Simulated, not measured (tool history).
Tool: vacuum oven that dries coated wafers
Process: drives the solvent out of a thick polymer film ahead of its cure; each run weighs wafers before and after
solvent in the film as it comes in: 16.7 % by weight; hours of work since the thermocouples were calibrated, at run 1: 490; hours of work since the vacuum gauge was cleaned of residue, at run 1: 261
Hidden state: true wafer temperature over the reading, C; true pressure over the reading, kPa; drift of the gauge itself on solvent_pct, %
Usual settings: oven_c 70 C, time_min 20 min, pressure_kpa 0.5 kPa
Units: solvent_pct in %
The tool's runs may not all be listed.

run	day	oven_c	time_min	pressure_kpa	hours of work since the thermocouples were calibrated	hours of work since the vacuum gauge was cleaned of residue	solvent_pct
1	0	70	20	0.5	490	261	3.22
2	0.921	70	20	0.5	500	270	3.17
3	1.658	70	20	0.5	508	278	3.16
4	2.379	72	20	0.5	515	286	2.53
5	3.196	70	20	0.5	524	294	3.23
6	4.117	70	20	0.5	533	304	3.26
7	5.017	70	20	0.5	543	314	3.27
8	5.721	70	20	0.5	550	321	3.31
9	6.146	70	20	0.5	555	326	3.25
10	6.558	70	20	0.5	559	330	3.15
11	7.121	70	20	0.5	565	336	3.26
12	7.758	70	20	0.5	572	343	3.23
13	8.554	70	20	0.5	580	351	3.16
14	9.212	70	20	0.282	587	358	3.22
15	10.117	80	20	0.5	597	368	0.7
16	10.617	70	20	0.93	602	373	3.45
17	11.212	70	20	0.93	609	379	3.42
18	12.129	70	20	0.826	618	389	3.43
19	12.567	70	21	1.181	623	394	3.33
20	13.338	70	12	0.5	631	402	5.72
21	13.812	68	20	0.276	636	407	4.04
22	14.767	70	12	0.411	646	417	5.82
# day 15.354: oven's thermocouples calibrated
23	15.558	80	22	0.346	2	424	0.43
24	16.371	57	20	0.5	11	433	7.81
25	17.308	72	34	0.982	21	443	0.96
26	18.188	70	26	1.178	30	452	2.17
27	18.933	68	12	0.531	38	460	6.23
28	19.462	68	12	0.82	43	466	6.26
29	20.171	68	12	0.82	51	473	6.34
30	21.004	70	20	1.978	60	482	3.37
31	21.608	70	20	1.978	66	488	3.47
32	22.396	57	13	0.772	74	497	9.61
33	22.962	58	26	1.071	80	503	6.77

Forecast each of these 5 alternatives for the next run:
A	23.662	70	20	0.964	88	510	?
B	23.662	72	15	0.932	88	510	?
C	23.662	74	15	1.021	88	510	?
D	23.662	69	20	0.5	88	510	?
E	23.662	74	26	1.071	88	510	?

run	solvent_pct
A	3.16
B	3.77
C	2.98
D	3.56
E	1.23
Without the tool's hidden state the same runs would have given:
run	solvent_pct
A	3.02
B	3.63
C	2.85
D	3.41
E	1.12

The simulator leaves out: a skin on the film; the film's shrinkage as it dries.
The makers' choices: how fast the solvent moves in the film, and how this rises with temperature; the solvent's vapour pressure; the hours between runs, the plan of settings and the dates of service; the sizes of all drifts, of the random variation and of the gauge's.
